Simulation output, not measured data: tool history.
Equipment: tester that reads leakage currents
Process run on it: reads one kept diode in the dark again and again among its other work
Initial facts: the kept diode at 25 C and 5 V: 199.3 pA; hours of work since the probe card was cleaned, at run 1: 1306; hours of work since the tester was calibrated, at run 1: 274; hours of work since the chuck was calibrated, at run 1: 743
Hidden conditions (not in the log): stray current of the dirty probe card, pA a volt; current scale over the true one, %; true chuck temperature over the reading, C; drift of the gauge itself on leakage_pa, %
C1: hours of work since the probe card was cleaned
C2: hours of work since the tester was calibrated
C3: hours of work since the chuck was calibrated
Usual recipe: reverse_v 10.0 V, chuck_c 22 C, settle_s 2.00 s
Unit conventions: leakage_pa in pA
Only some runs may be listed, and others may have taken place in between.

Run 1, hour 0.0: usual settings; C1 1306; C2 274; C3 743. Result: leakage_pa 201.55 pA.
Run 2, hour 35.9: usual settings but chuck_c 34 C; C1 1324; C2 292; C3 761. Result: leakage_pa 510.28 pA.
Run 3, hour 57.8: usual settings but chuck_c 34 C; C1 1335; C2 303; C3 772. Result: leakage_pa 513.89 pA.
Run 4, hour 84.8: usual settings but chuck_c 34 C; C1 1348; C2 316; C3 785. Result: leakage_pa 509.77 pA.
Run 5, hour 105.0: usual settings but chuck_c 34 C, settle_s 0.41 s; C1 1358; C2 326; C3 795. Result: leakage_pa 514.22 pA.
Run 6, hour 144.0: usual settings but chuck_c 34 C, settle_s 0.41 s; C1 1377; C2 345; C3 814. Result: leakage_pa 515.82 pA.
Run 7, hour 175.5: usual settings but chuck_c 34 C, settle_s 0.41 s; C1 1392; C2 361; C3 830. Result: leakage_pa 516.55 pA.
Run 8, hour 194.5: usual settings but chuck_c 34 C, settle_s 0.41 s; C1 1402; C2 370; C3 839. Result: leakage_pa 516.68 pA.
Run 9, hour 222.8: usual settings but chuck_c 34 C, settle_s 0.41 s; C1 1416; C2 384; C3 853. Result: leakage_pa 513.73 pA.
Run 10, hour 260.5: usual settings but chuck_c 34 C, settle_s 0.41 s; C1 1434; C2 402; C3 872. Result: leakage_pa 514.20 pA.
Run 11, hour 297.8: usual settings but chuck_c 34 C, settle_s 0.41 s; C1 1453; C2 421; C3 890. Result: leakage_pa 512.00 pA.
Run 12, hour 324.6: usual settings but reverse_v 10.7 V; C1 1466; C2 434; C3 903. Result: leakage_pa 206.08 pA.
Run 13, hour 370.8: usual settings; C1 1489; C2 457; C3 926. Result: leakage_pa 201.21 pA.
Run 14, hour 389.8: usual settings; C1 1498; C2 466; C3 935. Result: leakage_pa 202.17 pA.
Run 15, hour 422.8: usual settings but settle_s 2.41 s; C1 1514; C2 482; C3 952. Result: leakage_pa 202.43 pA.
Run 16, hour 460.7: usual settings but settle_s 2.41 s; C1 1533; C2 501; C3 970. Result: leakage_pa 201.59 pA.
Run 17, hour 490.6: usual settings but settle_s 2.41 s; C1 1548; C2 516; C3 985. Result: leakage_pa 201.56 pA.
Run 18, hour 520.0: usual settings but chuck_c 39 C; C1 1562; C2 530; C3 999. Result: leakage_pa 733.70 pA.
Run 19, hour 545.9: usual settings but chuck_c 39 C; C1 1575; C2 543; C3 1012. Result: leakage_pa 734.87 pA.
Run 20, hour 591.4: usual settings but settle_s 9.58 s; C1 1597; C2 565; C3 1035. Result: leakage_pa 201.32 pA.
Run 21, hour 619.2: usual settings but settle_s 9.58 s; C1 1611; C2 579; C3 1048. Result: leakage_pa 201.55 pA.
Run 22, hour 644.1: usual settings but reverse_v 5.0 V, chuck_c 41 C, settle_s 9.58 s; C1 1623; C2 591; C3 1060. Result: leakage_pa 657.22 pA.
Run 23, hour 670.0: usual settings but reverse_v 5.0 V, chuck_c 28 C; C1 1636; C2 604; C3 1073. Result: leakage_pa 253.74 pA.
Run 24, hour 698.5: usual settings but reverse_v 11.3 V, chuck_c 33 C, settle_s 0.52 s; C1 1650; C2 618; C3 1087. Result: leakage_pa 497.28 pA.
Run 25, hour 723.2: usual settings but reverse_v 11.3 V, chuck_c 33 C, settle_s 0.52 s; C1 1662; C2 630; C3 1099. Result: leakage_pa 497.96 pA.
Run 26, hour 761.7: usual settings but reverse_v 11.3 V, chuck_c 33 C, settle_s 0.52 s; C1 1681; C2 649; C3 1118. Result: leakage_pa 498.81 pA.
Run 27, hour 800.9: usual settings but reverse_v 19.1 V, chuck_c 37 C, settle_s 7.60 s; C1 1700; C2 668; C3 1138. Result: leakage_pa 803.84 pA.
Run 28, hour 837.8: usual settings but reverse_v 11.5 V; C1 1719; C2 687; C3 1156. Result: leakage_pa 212.84 pA.
Run 29, hour 865.2: usual settings but reverse_v 11.5 V; C1 1732; C2 700; C3 1169. Result: leakage_pa 212.06 pA.
Run 30, hour 885.4: usual settings but reverse_v 1.2 V, chuck_c 32 C, settle_s 2.54 s; C1 1742; C2 710; C3 1179. Result: leakage_pa 205.16 pA.
Run 31, hour 926.8: usual settings but settle_s 5.14 s; C1 1762; C2 730; C3 1200. Result: leakage_pa 201.64 pA.
Run 32, hour 961.9: usual settings but reverse_v 9.4 V, chuck_c 28 C, settle_s 5.14 s; C1 1780; C2 748; C3 1217. Result: leakage_pa 314.56 pA.
Run 33, hour 995.0: usual settings but reverse_v 9.4 V, chuck_c 28 C, settle_s 5.14 s; C1 1796; C2 764; C3 1233. Result: leakage_pa 316.80 pA.
Run 34, hour 1037.6: usual settings but reverse_v 13.4 V, chuck_c 35 C; C1 1817; C2 785; C3 1254. Result: leakage_pa 612.85 pA.
Run 35, hour 1073.4: usual settings but reverse_v 4.2 V, chuck_c 49 C, settle_s 4.90 s; C1 1835; C2 803; C3 1272. Result: leakage_pa 1083.22 pA.
Run 36, hour 1092.4: usual settings but reverse_v 2.0 V, chuck_c 47 C, settle_s 4.90 s; C1 1844; C2 812; C3 1281. Result: leakage_pa 720.53 pA.
Run 37, hour 1137.7: usual settings but reverse_v 4.3 V, chuck_c 42 C, settle_s 4.90 s; C1 1866; C2 834; C3 1304. Result: leakage_pa 673.29 pA.
Run 38, hour 1179.2: usual settings but reverse_v 1.4 V, chuck_c 42 C, settle_s 5.58 s; C1 1887; C2 855; C3 1324. Result: leakage_pa 449.91 pA.
Run 39, hour 1206.4: usual settings but reverse_v 1.2 V, chuck_c 42 C, settle_s 5.58 s; C1 1900; C2 868; C3 1337. Result: leakage_pa 427.29 pA.
Run 40, hour 1226.2: usual settings but reverse_v 12.1 V, chuck_c 45 C; C1 1910; C2 878; C3 1347. Result: leakage_pa 1205.73 pA.

Alternative continuations, all from the tool just after run 40; predict every row:
Run A, hour 1267.4: usual settings but reverse_v 2.2 V, chuck_c 45 C; C1 1930; C2 898; C3 1367. Result: leakage_pa ?.
Run B, hour 1267.4: usual settings but reverse_v 12.1 V, chuck_c 40 C; C1 1930; C2 898; C3 1367. Result: leakage_pa ?.
Run C, hour 1267.4: usual settings but reverse_v 12.5 V, chuck_c 55 C, settle_s 0.71 s; C1 1930; C2 898; C3 1367. Result: leakage_pa ?.
Run D, hour 1267.4: usual settings but reverse_v 3.5 V, settle_s 0.53 s; C1 1930; C2 898; C3 1367. Result: leakage_pa ?.

run  leakage_pa
  A      655.70
  B      847.55
  C     2386.92
  D      139.22
Without the tool's unlogged condition, the same runs would have read:
run  leakage_pa
  A      655.21
  B      846.84
  C     2385.21
  D      139.08
